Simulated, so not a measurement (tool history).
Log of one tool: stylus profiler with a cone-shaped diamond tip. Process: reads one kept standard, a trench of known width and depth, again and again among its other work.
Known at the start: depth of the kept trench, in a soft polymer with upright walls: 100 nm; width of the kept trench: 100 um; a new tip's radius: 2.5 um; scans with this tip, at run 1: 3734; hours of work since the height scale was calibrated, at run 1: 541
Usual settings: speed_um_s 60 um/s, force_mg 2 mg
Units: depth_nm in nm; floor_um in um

run	hour	speed_um_s	force_mg	scans with this tip	hours of work since the height scale was calibrated	depth_nm	floor_um
1	0	60	2	3734	541	101.27	98.25
2	14.5	60	3.6	3792	549	101.88	98.29
3	31.9	76	2	3861	559	101.29	98.16
4	57.1	76	2	3961	574	101.3	98.11
5	79.8	60	1.38	4052	587	101.04	98.2
6	108.1	60	1.38	4164	603	101.03	98.17
7	127.6	60	1.38	4242	614	101.05	98.15
8	154.9	60	1.38	4350	630	101.01	98.15
9	188.4	60	1.38	4483	649	101.04	98.09
10	215.8	153	1.38	4592	665	101.04	97.57
11	245.8	80	1.38	4712	682	101.05	98.03
12	268.2	80	1.38	4801	695	101.04	98.06
13	282.1	60	2	4856	703	101.3	98.17
14	301.3	60	2	4932	714	101.31	98.23
15	323.9	60	2	5022	727	101.32	98.18
16	341.1	143	2	5090	737	101.33	97.78
17	355.5	60	2	5147	745	101.29	98.14
18	381.6	40	2.82	5251	760	101.61	98.32
19	399.2	147	0.81	5321	771	100.77	97.4
20	413.3	80	2.58	5377	779	101.53	98.12
21	436.4	208	0.82	5469	792	100.81	96.82
22	466.5	104	1.41	5589	809	101.06	97.84
# hour 477: height scale calibrated on a step standard
23	499.5	147	0.94	5718	13	100.72	97.4
24	530.9	115	5.76	5843	31	102.44	98.13
25	553.9	184	3.18	5934	44	101.62	97.69
26	577.3	69	3.18	6027	58	101.62	98.18
27	591	28	0.9	6082	66	100.69	98.28
28	617.9	28	0.9	6189	81	100.68	98.28
29	651.3	157	3.71	6322	100	101.83	97.88
30	682.4	24	5.86	6445	118	102.48	98.36
31	696.5	52	5.41	6501	126	102.35	98.34
32	711.3	52	5.41	6560	135	102.33	98.26
33	739.3	60	3.42	6671	151	101.69	98.22

4 ways to go on from here, each from the tool as it stands after run 33. What would each give?
A	766.9	120	0.79	6781	167	?	?
B	766.9	60	4.59	6781	167	?	?
C	766.9	83	3.42	6781	167	?	?
D	766.9	52	2.08	6781	167	?	?

run	depth_nm	floor_um
A	100.62	97.5
B	102.11	98.26
C	101.74	98.17
D	101.22	98.24
Without the tool's hidden state the same runs would have given:
run	depth_nm	floor_um
A	100.62	97.65
B	102.11	98.4
C	101.74	98.32
D	101.22	98.39
